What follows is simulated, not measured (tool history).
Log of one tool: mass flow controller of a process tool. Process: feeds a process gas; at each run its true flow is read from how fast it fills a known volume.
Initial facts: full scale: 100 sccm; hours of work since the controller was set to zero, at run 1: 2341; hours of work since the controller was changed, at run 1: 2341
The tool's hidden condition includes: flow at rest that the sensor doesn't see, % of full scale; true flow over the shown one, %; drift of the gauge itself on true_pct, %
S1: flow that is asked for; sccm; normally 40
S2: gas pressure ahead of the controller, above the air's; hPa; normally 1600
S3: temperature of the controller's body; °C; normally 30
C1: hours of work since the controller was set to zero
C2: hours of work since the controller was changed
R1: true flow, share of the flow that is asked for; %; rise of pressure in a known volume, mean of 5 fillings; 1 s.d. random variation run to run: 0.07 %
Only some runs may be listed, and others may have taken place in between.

run,day,S1,S2,S3,C1,C2,R1
1,0.000,40,1600,30,2341,2341,96.42
2,5.308,40,1600,36,2417,2417,96.45
3,9.438,15,1600,30,2476,2476,92.20
4,12.867,15,1600,30,2525,2525,91.96
5,16.338,40,1600,30,2575,2575,96.20
6,21.225,40,1600,30,2645,2645,96.16
7,27.238,40,1600,30,2731,2731,96.01
8,33.667,40,1600,30,2823,2823,96.01
9,39.096,40,1600,30,2901,2901,95.73
10,44.262,90,1600,30,2975,2975,98.30
11,49.821,40,1600,30,3055,3055,95.79
12,55.625,40,1600,30,3138,3138,95.41
13,60.825,40,1600,30,3212,3212,95.51
14,66.462,40,1600,30,3293,3293,95.54
15,69.746,40,1600,30,3340,3340,95.28
16,73.971,40,1600,30,3401,3401,95.41
17,79.683,40,1600,30,3483,3483,95.24
18,86.708,40,1600,30,3583,3583,95.19
19,92.454,40,1600,25,3666,3666,94.90
20,98.138,40,1600,21,3747,3747,94.74
21,102.088,16,1610,23,3804,3804,89.50
22,107.229,10,2430,31,3877,3877,84.72
# day 107.883: controller's zero set anew
23,112.117,43,1550,34,61,3947,93.56
24,116.942,44,2270,21,130,4016,93.46
25,120.075,40,2340,30,175,4061,93.13
26,123.271,40,1860,30,221,4107,93.01
27,127.100,40,1860,30,275,4162,92.91
# day 129.988: controller's zero set anew, once more
28,133.196,30,2000,21,46,4249,97.40
29,139.712,40,1960,30,139,4342,97.78
30,146.138,40,1960,30,231,4434,97.68
31,150.133,40,1960,30,289,4492,97.62
32,154.179,40,1990,31,347,4550,97.64
33,157.829,83,1600,27,399,4602,98.56
34,161.842,83,1600,27,457,4660,98.62
35,166.712,40,1500,27,526,4729,97.18
36,170.254,40,1500,27,577,4780,97.41
37,176.142,14,1600,26,661,4864,95.38

How the hidden state differs across the entries between the runs, from the last listed run before each to the first after it:
Run 22 -> run 23: controller's zero set anew (day 107.883)
  flow at rest that the sensor doesn't see, % of full scale: -1.275 -> -1.938; true flow over the shown one, %: -0.69 -> -0.7
  measured result minus the result with no hidden state, R1: -13.44 -> -5.21 %
Run 27 -> run 28: controller's zero set anew, once more (day 129.988)
  flow at rest that the sensor doesn't see, % of full scale: -2.012 -> -0.024; true flow over the shown one, %: -0.75 -> -0.76
  measured result minus the result with no hidden state, R1: -5.77 -> -0.84 %
